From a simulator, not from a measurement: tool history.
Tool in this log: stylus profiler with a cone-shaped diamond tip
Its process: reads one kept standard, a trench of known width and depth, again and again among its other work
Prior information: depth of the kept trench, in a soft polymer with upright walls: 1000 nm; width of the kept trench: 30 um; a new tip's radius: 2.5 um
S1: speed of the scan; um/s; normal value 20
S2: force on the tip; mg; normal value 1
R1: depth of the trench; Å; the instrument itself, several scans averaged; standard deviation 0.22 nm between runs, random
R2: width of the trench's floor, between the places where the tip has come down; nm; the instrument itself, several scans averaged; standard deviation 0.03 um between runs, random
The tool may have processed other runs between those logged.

run	day	S1	S2	R1	R2
1	0	20	1	10033.4	25360
2	1.821	20	1	10030.4	25300
3	3.846	20	1	10034.7	25270
4	5.742	20	1	10034.7	25280
5	7.892	20	1	10027.7	25260
6	9.767	20	1	10027.6	25240
7	12.583	20	1	10029.3	25270
8	14.208	6	1	10024.6	25420
9	16.017	6	1	10027.1	25360
10	17.475	6	1	10024.7	25380
11	19.95	6	1	10027.4	25310
12	21.996	20	2.46	10087	25280
13	23.471	20	2.46	10084	25250
14	26.112	20	2.46	10083.7	25250
15	28.179	20	2.46	10079.4	25240
16	31.096	20	1	10018.8	25070
# day 31.254: height scale calibrated on a step standard
17	33.025	9	0.61	9990.7	25210
18	34.479	12	0.51	9985.1	25150
19	37.488	12	0.51	9984.3	25110
# day 39.179: height scale calibrated on a step standard, once more
20	40.475	12	0.51	10045.6	25130
21	43.254	12	0.51	10039.4	25130
22	44.888	5	0.65	10045.1	25200
23	47.396	8	0.37	10030.4	25110
24	49.7	12	2.77	10139.4	25200
25	51.104	50	2.77	10141.3	24940
26	53.912	50	2.77	10135.6	24870
27	56.65	64	0.36	10022.9	24180
28	58.529	63	0.56	10035.9	24370
29	60.279	9	1.18	10067.6	25070
30	61.896	55	1.02	10058.6	24630
31	63.638	55	1.02	10056.1	24590

5 options for the next run, each taken on its own from the tool as it stands now. Forecast them:
A	66.004	58	1	?	?
B	66.004	8	1	?	?
C	66.004	11	1	?	?
D	66.004	7	1.02	?	?
E	66.004	55	1.56	?	?

run	R1	R2
A	10057.7	24560
B	10058.1	25040
C	10060.1	25070
D	10055.1	25110
E	10080.3	24720
Without the tool's unlogged condition, the same runs would have read:
run	R1	R2
A	10075.3	25410
B	10075.7	25890
C	10077.7	25930
D	10072.7	25960
E	10098	25580
